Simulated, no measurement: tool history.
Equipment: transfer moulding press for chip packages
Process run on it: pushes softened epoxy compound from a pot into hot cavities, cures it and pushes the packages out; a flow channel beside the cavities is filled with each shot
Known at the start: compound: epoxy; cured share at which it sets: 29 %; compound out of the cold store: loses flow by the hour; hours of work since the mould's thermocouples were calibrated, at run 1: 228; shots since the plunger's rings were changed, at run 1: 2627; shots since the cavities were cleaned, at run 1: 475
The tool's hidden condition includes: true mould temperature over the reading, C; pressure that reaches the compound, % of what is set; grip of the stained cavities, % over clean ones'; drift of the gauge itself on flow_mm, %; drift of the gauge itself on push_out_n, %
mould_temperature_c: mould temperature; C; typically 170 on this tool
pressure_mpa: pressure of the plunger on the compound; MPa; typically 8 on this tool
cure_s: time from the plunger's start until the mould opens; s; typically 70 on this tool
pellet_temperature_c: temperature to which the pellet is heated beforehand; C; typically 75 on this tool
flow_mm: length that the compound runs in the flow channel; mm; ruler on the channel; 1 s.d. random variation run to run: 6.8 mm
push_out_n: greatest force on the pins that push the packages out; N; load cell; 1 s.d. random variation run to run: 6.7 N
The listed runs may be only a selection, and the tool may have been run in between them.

| run | day | mould_temperature_c | pressure_mpa | cure_s | pellet_temperature_c | hours of work since the mould's thermocouples were calibrated | shots since the plunger's rings were changed | shots since the cavities were cleaned | incoming compound's hours out of the cold store | flow_mm | push_out_n |
|---|---|---|---|---|---|---|---|---|---|---|---|
| 1 | 0 | 170 | 8 | 70 | 75 | 228 | 2627 | 475 | 11.7 | 900 | 549 |
| 2 | 0.333 | 170 | 8 | 70 | 75 | 233 | 2741 | 589 | 39.1 | 801 | 560 |
| 3 | 0.979 | 170 | 8 | 70 | 72 | 242 | 2962 | 810 | 21.3 | 856 | 594 |
|  | 1.5 | cavities cleaned with cleaning compound and waxed |
| 4 | 1.75 | 170 | 8 | 70 | 72 | 252 | 3204 | 85 | 28.9 | 832 | 354 |
| 5 | 2.317 | 170 | 8 | 70 | 72 | 261 | 3399 | 280 | 42.1 | 780 | 456 |
| 6 | 2.896 | 170 | 8 | 70 | 72 | 269 | 3598 | 479 | 21.1 | 850 | 547 |
| 7 | 3.3 | 170 | 7.58 | 70 | 67 | 275 | 3736 | 617 | 29.1 | 800 | 541 |
| 8 | 3.683 | 167 | 7.58 | 64 | 67 | 281 | 3868 | 749 | 10.3 | 881 | 979 |
|  | 4.362 | cavities cleaned with cleaning compound and waxed |
| 9 | 4.471 | 170 | 8.27 | 70 | 75 | 291 | 4115 | 36 | 41 | 795 | 310 |
| 10 | 4.967 | 170 | 8.27 | 70 | 75 | 298 | 4285 | 206 | 28.1 | 846 | 430 |
| 11 | 5.483 | 164 | 9.08 | 60 | 76 | 306 | 4463 | 384 | 29.8 | 882 | 1170 |
| 12 | 6.162 | 170 | 7.09 | 55 | 75 | 316 | 4695 | 616 | 42.7 | 709 | 1030 |

What if the next run were any one of these 4? Each begins from the tool's condition after run 12:
| A | 6.933 | 174 | 9.38 | 80 | 75 | 327 | 4959 | 880 | 34.5 | ? | ? |
| B | 6.933 | 170 | 6.82 | 55 | 75 | 327 | 4959 | 880 | 39.4 | ? | ? |
| C | 6.933 | 164 | 8 | 69 | 82 | 327 | 4959 | 880 | 8.1 | ? | ? |
| D | 6.933 | 164 | 7.09 | 74 | 68 | 327 | 4959 | 880 | 47.8 | ? | ? |

| run | flow_mm | push_out_n |
|---|---|---|
| A | 845 | 400 |
| B | 721 | 1113 |
| C | 899 | 911 |
| D | 717 | 740 |
Had the tool no hidden state, the same runs would have come out as:
| run | flow_mm | push_out_n |
|---|---|---|
| A | 900 | 186 |
| B | 768 | 511 |
| C | 957 | 413 |
| D | 763 | 342 |
